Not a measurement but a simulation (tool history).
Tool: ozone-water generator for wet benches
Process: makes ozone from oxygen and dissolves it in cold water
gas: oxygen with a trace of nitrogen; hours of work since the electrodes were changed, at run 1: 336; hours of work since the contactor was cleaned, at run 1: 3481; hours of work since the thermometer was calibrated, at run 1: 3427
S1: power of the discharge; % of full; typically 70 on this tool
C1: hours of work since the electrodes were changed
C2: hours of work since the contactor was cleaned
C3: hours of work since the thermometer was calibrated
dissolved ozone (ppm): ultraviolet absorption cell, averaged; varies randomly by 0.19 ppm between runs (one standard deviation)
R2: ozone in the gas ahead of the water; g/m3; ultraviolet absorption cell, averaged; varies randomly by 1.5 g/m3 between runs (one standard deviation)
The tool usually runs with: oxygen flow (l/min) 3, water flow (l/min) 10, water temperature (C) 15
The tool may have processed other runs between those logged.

run 1 hour=0 | S1=70 oxygen_flow_(l/min)=3 water_flow_(l/min)=10 water_temperature_(C)=15 | C1=336 C2=3481 C3=3427 | dissolved_ozone_(ppm)=26.2 R2=276.5
run 2 hour=22.6 | S1=70 oxygen_flow_(l/min)=3 water_flow_(l/min)=10 water_temperature_(C)=8 | C1=350 C2=3495 C3=3441 | dissolved_ozone_(ppm)=28.7 R2=275.8
run 3 hour=59.9 | S1=70 oxygen_flow_(l/min)=3 water_flow_(l/min)=9 water_temperature_(C)=15 | C1=372 C2=3517 C3=3463 | dissolved_ozone_(ppm)=28.7 R2=275.8
run 4 hour=85.7 | S1=70 oxygen_flow_(l/min)=3 water_flow_(l/min)=9 water_temperature_(C)=15 | C1=388 C2=3533 C3=3479 | dissolved_ozone_(ppm)=28.2 R2=278.7
run 5 hour=123.2 | S1=70 oxygen_flow_(l/min)=1.72 water_flow_(l/min)=10 water_temperature_(C)=15 | C1=411 C2=3556 C3=3502 | dissolved_ozone_(ppm)=26 R2=377.7
run 6 hour=150 | S1=78 oxygen_flow_(l/min)=1.72 water_flow_(l/min)=10 water_temperature_(C)=15 | C1=427 C2=3572 C3=3518 | dissolved_ozone_(ppm)=27.4 R2=406.3
run 7 hour=186.6 | S1=78 oxygen_flow_(l/min)=1.72 water_flow_(l/min)=10 water_temperature_(C)=15 | C1=449 C2=3594 C3=3540 | dissolved_ozone_(ppm)=27.5 R2=409.1
run 8 hour=223.4 | S1=70 oxygen_flow_(l/min)=4.96 water_flow_(l/min)=10 water_temperature_(C)=15 | C1=471 C2=3616 C3=3562 | dissolved_ozone_(ppm)=25.2 R2=204.1
run 9 hour=243.2 | S1=70 oxygen_flow_(l/min)=4.96 water_flow_(l/min)=10 water_temperature_(C)=15 | C1=483 C2=3628 C3=3574 | dissolved_ozone_(ppm)=24.9 R2=205.2
run 10 hour=258.5 | S1=70 oxygen_flow_(l/min)=3 water_flow_(l/min)=10 water_temperature_(C)=15 | C1=493 C2=3637 C3=3584 | dissolved_ozone_(ppm)=26.6 R2=275.7
run 11 hour=287 | S1=70 oxygen_flow_(l/min)=3 water_flow_(l/min)=10 water_temperature_(C)=15 | C1=510 C2=3655 C3=3601 | dissolved_ozone_(ppm)=26.2 R2=278.7
run 12 hour=306.3 | S1=70 oxygen_flow_(l/min)=3 water_flow_(l/min)=10 water_temperature_(C)=15 | C1=522 C2=3666 C3=3612 | dissolved_ozone_(ppm)=26.3 R2=274.7
run 13 hour=324 | S1=70 oxygen_flow_(l/min)=3 water_flow_(l/min)=10 water_temperature_(C)=15 | C1=532 C2=3677 C3=3623 | dissolved_ozone_(ppm)=26.2 R2=279.5
run 14 hour=339.4 | S1=70 oxygen_flow_(l/min)=3 water_flow_(l/min)=10 water_temperature_(C)=15 | C1=542 C2=3686 C3=3632 | dissolved_ozone_(ppm)=26 R2=275.4
run 15 hour=373 | S1=70 oxygen_flow_(l/min)=3 water_flow_(l/min)=8 water_temperature_(C)=15 | C1=562 C2=3707 C3=3653 | dissolved_ozone_(ppm)=31.4 R2=278.2
run 16 hour=397.9 | S1=70 oxygen_flow_(l/min)=3 water_flow_(l/min)=8 water_temperature_(C)=15 | C1=577 C2=3722 C3=3668 | dissolved_ozone_(ppm)=31.2 R2=278.7
run 17 hour=435.8 | S1=41 oxygen_flow_(l/min)=3 water_flow_(l/min)=10 water_temperature_(C)=15 | C1=600 C2=3745 C3=3691 | dissolved_ozone_(ppm)=19.5 R2=202.8
run 18 hour=460.7 | S1=41 oxygen_flow_(l/min)=3 water_flow_(l/min)=10 water_temperature_(C)=15 | C1=615 C2=3760 C3=3706 | dissolved_ozone_(ppm)=19.3 R2=203.4
run 19 hour=484.3 | S1=70 oxygen_flow_(l/min)=3 water_flow_(l/min)=9 water_temperature_(C)=15 | C1=629 C2=3774 C3=3720 | dissolved_ozone_(ppm)=28.4 R2=277.9
run 20 hour=505.4 | S1=79 oxygen_flow_(l/min)=2.57 water_flow_(l/min)=13 water_temperature_(C)=9 | C1=642 C2=3787 C3=3733 | dissolved_ozone_(ppm)=24 R2=324
run 21 hour=532.5 | S1=79 oxygen_flow_(l/min)=2.57 water_flow_(l/min)=13 water_temperature_(C)=9 | C1=658 C2=3803 C3=3749 | dissolved_ozone_(ppm)=24 R2=326.3
run 22 hour=549.7 | S1=79 oxygen_flow_(l/min)=2.57 water_flow_(l/min)=13 water_temperature_(C)=9 | C1=669 C2=3814 C3=3760 | dissolved_ozone_(ppm)=24.2 R2=327
run 23 hour=586.7 | S1=73 oxygen_flow_(l/min)=2.37 water_flow_(l/min)=10 water_temperature_(C)=15 | C1=691 C2=3836 C3=3782 | dissolved_ozone_(ppm)=27 R2=325.8
run 24 hour=621.5 | S1=73 oxygen_flow_(l/min)=2.18 water_flow_(l/min)=6 water_temperature_(C)=15 | C1=712 C2=3857 C3=3803 | dissolved_ozone_(ppm)=40.4 R2=342.7
run 25 hour=657.4 | S1=73 oxygen_flow_(l/min)=3.16 water_flow_(l/min)=8 water_temperature_(C)=9 | C1=734 C2=3879 C3=3825 | dissolved_ozone_(ppm)=35 R2=276.4
run 26 hour=686.9 | S1=70 oxygen_flow_(l/min)=2.5 water_flow_(l/min)=7 water_temperature_(C)=15 | C1=752 C2=3897 C3=3843 | dissolved_ozone_(ppm)=34.7 R2=307.5
run 27 hour=704.3 | S1=59 oxygen_flow_(l/min)=2.04 water_flow_(l/min)=10 water_temperature_(C)=17 | C1=762 C2=3907 C3=3853 | dissolved_ozone_(ppm)=23.1 R2=317
run 28 hour=726.6 | S1=59 oxygen_flow_(l/min)=2.04 water_flow_(l/min)=10 water_temperature_(C)=17 | C1=776 C2=3921 C3=3867 | dissolved_ozone_(ppm)=23.1 R2=312.9
run 29 hour=751.3 | S1=59 oxygen_flow_(l/min)=2.04 water_flow_(l/min)=10 water_temperature_(C)=17 | C1=791 C2=3936 C3=3882 | dissolved_ozone_(ppm)=22.9 R2=313.3
run 30 hour=779.9 | S1=70 oxygen_flow_(l/min)=1.68 water_flow_(l/min)=7 water_temperature_(C)=14 | C1=808 C2=3953 C3=3899 | dissolved_ozone_(ppm)=35.8 R2=385.6
run 31 hour=806.2 | S1=70 oxygen_flow_(l/min)=3 water_flow_(l/min)=14 water_temperature_(C)=18 | C1=824 C2=3969 C3=3915 | dissolved_ozone_(ppm)=19.1 R2=277.1
run 32 hour=821.7 | S1=45 oxygen_flow_(l/min)=3 water_flow_(l/min)=7 water_temperature_(C)=18 | C1=833 C2=3978 C3=3924 | dissolved_ozone_(ppm)=25 R2=216.2
run 33 hour=841.4 | S1=70 oxygen_flow_(l/min)=1.97 water_flow_(l/min)=7 water_temperature_(C)=10 | C1=845 C2=3990 C3=3936 | dissolved_ozone_(ppm)=37.3 R2=352.5

4 ways to go on from here, each from the tool as it stands after run 33. What would each give?
run A hour=871.8 | S1=44 oxygen_flow_(l/min)=3 water_flow_(l/min)=7 water_temperature_(C)=15 | C1=864 C2=4008 C3=3955 | dissolved_ozone_(ppm)=? R2=?
run B hour=871.8 | S1=70 oxygen_flow_(l/min)=1.81 water_flow_(l/min)=7 water_temperature_(C)=10 | C1=864 C2=4008 C3=3955 | dissolved_ozone_(ppm)=? R2=?
run C hour=871.8 | S1=43 oxygen_flow_(l/min)=3 water_flow_(l/min)=10 water_temperature_(C)=16 | C1=864 C2=4008 C3=3955 | dissolved_ozone_(ppm)=? R2=?
run D hour=871.8 | S1=70 oxygen_flow_(l/min)=1.97 water_flow_(l/min)=7 water_temperature_(C)=9 | C1=864 C2=4008 C3=3955 | dissolved_ozone_(ppm)=? R2=?

run=A dissolved_ozone_(ppm)=25.9 R2=210.1
run=B dissolved_ozone_(ppm)=37.8 R2=374.7
run=C dissolved_ozone_(ppm)=19.6 R2=209.6
run=D dissolved_ozone_(ppm)=38.6 R2=355.7
Without the tool's hidden state the same runs would have given:
run=A dissolved_ozone_(ppm)=26 R2=210.1
run=B dissolved_ozone_(ppm)=37.8 R2=374.8
run=C dissolved_ozone_(ppm)=19.6 R2=209.6
run=D dissolved_ozone_(ppm)=38.6 R2=355.8
